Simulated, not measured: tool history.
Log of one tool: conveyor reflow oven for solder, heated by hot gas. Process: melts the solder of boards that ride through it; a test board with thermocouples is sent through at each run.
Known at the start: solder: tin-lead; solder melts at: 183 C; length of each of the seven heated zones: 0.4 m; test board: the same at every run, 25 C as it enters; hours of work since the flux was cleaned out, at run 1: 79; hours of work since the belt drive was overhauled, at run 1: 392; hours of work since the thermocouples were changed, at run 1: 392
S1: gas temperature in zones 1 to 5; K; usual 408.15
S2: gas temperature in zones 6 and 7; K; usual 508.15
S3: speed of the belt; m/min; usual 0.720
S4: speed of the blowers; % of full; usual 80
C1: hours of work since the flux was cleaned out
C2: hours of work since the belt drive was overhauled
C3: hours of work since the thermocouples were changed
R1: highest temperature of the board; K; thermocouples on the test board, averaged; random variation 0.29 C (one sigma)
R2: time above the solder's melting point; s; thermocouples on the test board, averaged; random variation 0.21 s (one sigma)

Run 1, hour 0.0: usual settings; C1 79; C2 392; C3 392. Result: R1 489.75 K, R2 48.6 s.
Run 2, hour 26.9: usual settings but S2 519.15 K; C1 96; C2 408; C3 408. Result: R1 499.25 K, R2 54.7 s.
Run 3, hour 73.3: usual settings; C1 124; C2 436; C3 436. Result: R1 489.35 K, R2 48.7 s.
Run 4, hour 99.8: usual settings but S2 498.15 K; C1 140; C2 452; C3 452. Result: R1 480.85 K, R2 41.8 s.
Run 5, hour 131.1: usual settings; C1 158; C2 471; C3 471. Result: R1 488.85 K, R2 48.1 s.
Run 6, hour 162.2: usual settings; C1 177; C2 490; C3 490. Result: R1 488.45 K, R2 48.2 s.
Run 7, hour 203.6: usual settings but S3 0.714 m/min; C1 202; C2 515; C3 515. Result: R1 488.55 K, R2 48.4 s.
Run 8, hour 255.2: usual settings but S3 0.714 m/min; C1 233; C2 546; C3 546. Result: R1 487.85 K, R2 48.2 s.
Run 9, hour 291.5: usual settings but S1 418.15 K, S4 68 % of full; C1 255; C2 568; C3 568. Result: R1 486.95 K, R2 49.8 s.
Run 10, hour 325.4: usual settings but S1 418.15 K, S4 68 % of full; C1 276; C2 588; C3 588. Result: R1 486.55 K, R2 49.6 s.
At hour 354.9: flux residue cleaned out of gas plates and filters.
Run 11, hour 362.5: usual settings but S1 401.15 K, S4 55 % of full; C1 5; C2 607; C3 607. Result: R1 482.05 K, R2 39.7 s.
Run 12, hour 415.8: usual settings but S1 401.15 K, S3 0.790 m/min, S4 55 % of full; C1 37; C2 639; C3 639. Result: R1 477.65 K, R2 31.8 s.
Run 13, hour 453.1: usual settings but S1 395.15 K, S2 497.15 K, S4 68 % of full; C1 59; C2 662; C3 662. Result: R1 475.55 K, R2 32.0 s.
Run 14, hour 509.4: usual settings but S1 421.15 K, S2 503.15 K, S3 0.840 m/min, S4 50 % of full; C1 93; C2 696; C3 696. Result: R1 474.25 K, R2 30.4 s.
Run 15, hour 545.2: usual settings but S1 421.15 K, S2 503.15 K, S3 0.840 m/min, S4 50 % of full; C1 115; C2 718; C3 718. Result: R1 474.25 K, R2 30.2 s.
Run 16, hour 591.6: usual settings but S1 396.15 K; C1 143; C2 746; C3 746. Result: R1 486.25 K, R2 43.8 s.

Forecast each of these 3 alternatives for the next run:
Run A, hour 638.4: usual settings but S1 398.15 K, S2 518.15 K, S3 0.756 m/min; C1 171; C2 774; C3 774. Result: R1 ?, R2 ?.
Run B, hour 638.4: usual settings but S1 395.15 K, S2 503.15 K, S3 0.629 m/min; C1 171; C2 774; C3 774. Result: R1 ?, R2 ?.
Run C, hour 638.4: usual settings but S1 396.15 K, S3 0.705 m/min; C1 171; C2 774; C3 774. Result: R1 ?, R2 ?.

run      R1    R2
  A  493.05  45.8
  B  485.65  50.5
  C  486.65  45.2
Without the tool's hidden state the same runs would have given:
run      R1    R2
  A  496.75  47.5
  B  489.05  52.9
  C  490.15  47.4

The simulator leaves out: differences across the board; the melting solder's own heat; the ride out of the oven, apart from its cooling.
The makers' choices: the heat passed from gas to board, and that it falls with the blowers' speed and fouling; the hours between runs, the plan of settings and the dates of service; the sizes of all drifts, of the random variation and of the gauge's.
